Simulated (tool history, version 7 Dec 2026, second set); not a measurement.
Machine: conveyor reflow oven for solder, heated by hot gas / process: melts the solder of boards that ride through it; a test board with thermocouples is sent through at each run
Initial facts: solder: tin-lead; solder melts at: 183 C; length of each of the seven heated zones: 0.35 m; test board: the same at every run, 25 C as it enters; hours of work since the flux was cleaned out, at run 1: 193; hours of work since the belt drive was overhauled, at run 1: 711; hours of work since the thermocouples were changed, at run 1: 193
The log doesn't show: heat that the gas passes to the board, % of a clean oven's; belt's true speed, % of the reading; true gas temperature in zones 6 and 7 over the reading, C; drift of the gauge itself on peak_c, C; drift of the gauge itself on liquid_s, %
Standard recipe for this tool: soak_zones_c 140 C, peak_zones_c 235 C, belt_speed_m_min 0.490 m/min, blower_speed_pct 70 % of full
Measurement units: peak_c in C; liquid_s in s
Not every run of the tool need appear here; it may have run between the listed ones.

run,hour,soak_zones_c,peak_zones_c,belt_speed_m_min,blower_speed_pct,hours of work since the flux was cleaned out,hours of work since the belt drive was overhauled,hours of work since the thermocouples were changed,peak_c,liquid_s
1,0.0,140,235,0.490,70,193,711,193,214.5,62.3
2,75.5,140,235,0.490,70,241,758,241,214.4,62.4
3,134.9,140,248,0.490,70,278,796,278,225.7,71.5
4,180.5,140,248,0.490,70,306,824,306,225.1,70.9
# hour 229.0: flux residue cleaned out of gas plates and filters
5,258.7,140,232,0.490,70,19,870,352,213.3,61.4
6,313.9,140,232,0.490,70,53,905,387,213.1,61.7
7,367.2,140,232,0.490,70,86,938,420,213.1,61.2
# hour 433.0: belt drive overhauled, speed set with a stopwatch
8,446.8,140,248,0.490,70,134,9,467,226.2,71.3
9,524.6,140,248,0.490,70,182,57,516,225.8,71.7
10,589.6,140,248,0.490,70,223,98,557,226.0,71.0
11,646.5,132,248,0.452,57,259,134,592,223.7,72.8
12,689.9,132,248,0.452,75,286,161,619,228.4,76.1
# hour 768.9: flux residue cleaned out of gas plates and filters
13,768.9,140,235,0.492,60,0,207,666,213.7,60.2
14,817.4,140,235,0.465,70,30,237,696,218.2,69.2
15,855.5,147,235,0.490,70,54,261,720,217.7,68.0
16,911.7,140,245,0.392,70,89,296,755,232.1,95.1

For each entry between runs, how does the tool's hidden state at the last listed run before it compare with that at the first listed run after it?
After run 4, before run 5: flux residue cleaned out of gas plates and filters (hour 229.0)
  heat that the gas passes to the board, % of a clean oven's: 94.1 -> 99; belt's true speed, % of the reading: 98.89 -> 98.82; true gas temperature in zones 6 and 7 over the reading, C: 0.37 -> 0.47
  measured result minus the result with no hidden state, peak_c: -1.1 -> +0.6 C; liquid_s: +0.0 -> +1.3 s
After run 7, before run 8: belt drive overhauled, speed set with a stopwatch (hour 433.0)
  heat that the gas passes to the board, % of a clean oven's: 97.8 -> 96.9; belt's true speed, % of the reading: 98.73 -> 99.98; true gas temperature in zones 6 and 7 over the reading, C: 0.6 -> 0.71
  measured result minus the result with no hidden state, peak_c: +0.3 -> -0.3 C; liquid_s: +1.1 -> -0.3 s
After run 12, before run 13: flux residue cleaned out of gas plates and filters (hour 768.9)
  heat that the gas passes to the board, % of a clean oven's: 94 -> 100; belt's true speed, % of the reading: 99.77 -> 99.71; true gas temperature in zones 6 and 7 over the reading, C: 1.03 -> 1.12
  measured result minus the result with no hidden state, peak_c: -0.8 -> +1.0 C; liquid_s: -0.5 -> +1.2 s
